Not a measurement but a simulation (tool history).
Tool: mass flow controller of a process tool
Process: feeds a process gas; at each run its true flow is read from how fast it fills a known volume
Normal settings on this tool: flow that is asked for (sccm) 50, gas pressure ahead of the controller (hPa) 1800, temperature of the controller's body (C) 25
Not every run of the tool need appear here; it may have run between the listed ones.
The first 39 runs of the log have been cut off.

| run | hour | flow that is asked for (sccm) | gas pressure ahead of the controller (hPa) | temperature of the controller's body (C) | hours of work since the controller was set to zero | hours of work since the controller was changed | true flow (%) |
|---|---|---|---|---|---|---|---|
| 40 | 10780.0 | 13 | 1650 | 23 | 3026 | 7499 | 97.82 |
| 41 | 10965.9 | 12 | 1990 | 27 | 3131 | 7604 | 98.26 |
| 42 | 11232.6 | 40 | 1800 | 36 | 3282 | 7755 | 98.00 |
| 43 | 11576.9 | 40 | 1800 | 31 | 3477 | 7950 | 97.42 |
| 44 | 11831.6 | 50 | 1700 | 25 | 3621 | 8094 | 97.26 |
| 45 | 12028.3 | 50 | 1700 | 25 | 3732 | 8205 | 97.15 |
| 46 | 12333.2 | 50 | 1700 | 25 | 3904 | 8377 | 97.02 |
| 47 | 12527.8 | 20 | 2750 | 22 | 4014 | 8487 | 97.09 |
| 48 | 12796.2 | 20 | 2750 | 22 | 4166 | 8639 | 96.93 |
| 49 | 12956.1 | 35 | 1800 | 27 | 4256 | 8729 | 97.20 |

Branching from run 49: 3 alternative next runs. What would each branch give?
| A | 13325.7 | 19 | 2270 | 40 | 4465 | 8938 | ? |
| B | 13325.7 | 35 | 1660 | 30 | 4465 | 8938 | ? |
| C | 13325.7 | 18 | 2490 | 35 | 4465 | 8938 | ? |

| run | true flow (%) |
|---|---|
| A | 98.56 |
| B | 97.31 |
| C | 98.19 |
With the hidden condition removed and each run's random variation left untouched, the same runs would have given:
| run | true flow (%) |
|---|---|
| A | 99.39 |
| B | 99.04 |
| C | 98.92 |

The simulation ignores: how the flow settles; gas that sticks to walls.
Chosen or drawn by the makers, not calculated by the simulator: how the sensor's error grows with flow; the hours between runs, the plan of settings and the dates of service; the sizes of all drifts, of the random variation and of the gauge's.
